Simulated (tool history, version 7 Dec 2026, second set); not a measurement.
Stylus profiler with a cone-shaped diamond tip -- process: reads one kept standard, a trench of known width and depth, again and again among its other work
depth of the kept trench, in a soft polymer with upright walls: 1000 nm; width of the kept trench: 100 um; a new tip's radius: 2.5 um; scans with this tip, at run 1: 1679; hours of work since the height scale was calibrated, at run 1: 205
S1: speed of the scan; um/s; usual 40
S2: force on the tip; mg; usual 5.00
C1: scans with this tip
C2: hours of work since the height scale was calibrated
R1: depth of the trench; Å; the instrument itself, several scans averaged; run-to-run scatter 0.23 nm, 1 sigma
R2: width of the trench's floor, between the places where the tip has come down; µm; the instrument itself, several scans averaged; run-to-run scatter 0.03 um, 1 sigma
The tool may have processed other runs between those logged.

run	hour	S1	S2	C1	C2	R1	R2
1	0.0	40	5.00	1679	205	10152.9	95.68
2	27.1	40	5.00	1788	218	10155.0	95.73
3	42.4	40	2.13	1849	226	10092.2	95.60
4	69.0	35	5.00	1956	239	10154.8	95.71
5	91.5	112	5.00	2046	250	10157.1	95.50
6	116.9	40	6.40	2148	262	10182.6	95.68
7	140.6	40	6.40	2243	274	10182.5	95.67
8	167.6	16	5.00	2352	287	10156.7	95.65
9	187.3	40	5.00	2430	297	10159.4	95.61
# hour 189.4: height scale calibrated on a step standard
10	211.3	40	5.00	2525	11	10161.5	95.59
11	230.4	40	5.00	2601	20	10167.0	95.61
# hour 233.1: height scale calibrated on a step standard, once more
12	243.5	40	2.60	2652	5	10089.3	95.58
13	264.1	40	2.60	2734	15	10089.6	95.51
14	279.5	40	2.60	2797	23	10089.9	95.56
15	306.4	40	4.50	2904	36	10138.8	95.58
16	326.8	40	4.50	2986	46	10137.4	95.54
17	341.1	13	2.07	3044	53	10083.2	95.56
18	359.4	25	3.55	3117	62	10118.0	95.55
19	382.6	25	3.55	3210	73	10121.1	95.52
20	402.9	20	2.20	3291	83	10084.2	95.53
21	415.4	10	3.67	3341	89	10123.1	95.58
22	430.8	40	3.67	3403	97	10122.7	95.48
23	450.0	40	3.67	3480	106	10122.7	95.50

Hidden state at the last listed run before each entry between runs and at the first one after, where it differs:
From run 9 to run 10: height scale calibrated on a step standard (hour 189.4)
  radius of the tip, um: 2.8 -> 2.81; height scale over the true one, %: 0.146 -> 0.179
  measured less the result without the state, R1: +14.9 -> +18.2 Å; R2: -0.29 -> -0.30 µm
From run 11 to run 12: height scale calibrated on a step standard, once more (hour 233.1)
  radius of the tip, um: 2.82 -> 2.83; height scale over the true one, %: 0.183 -> -0.008
  measured less the result without the state, R1: +18.5 -> -0.8 Å; R2: -0.31 -> -0.32 µm
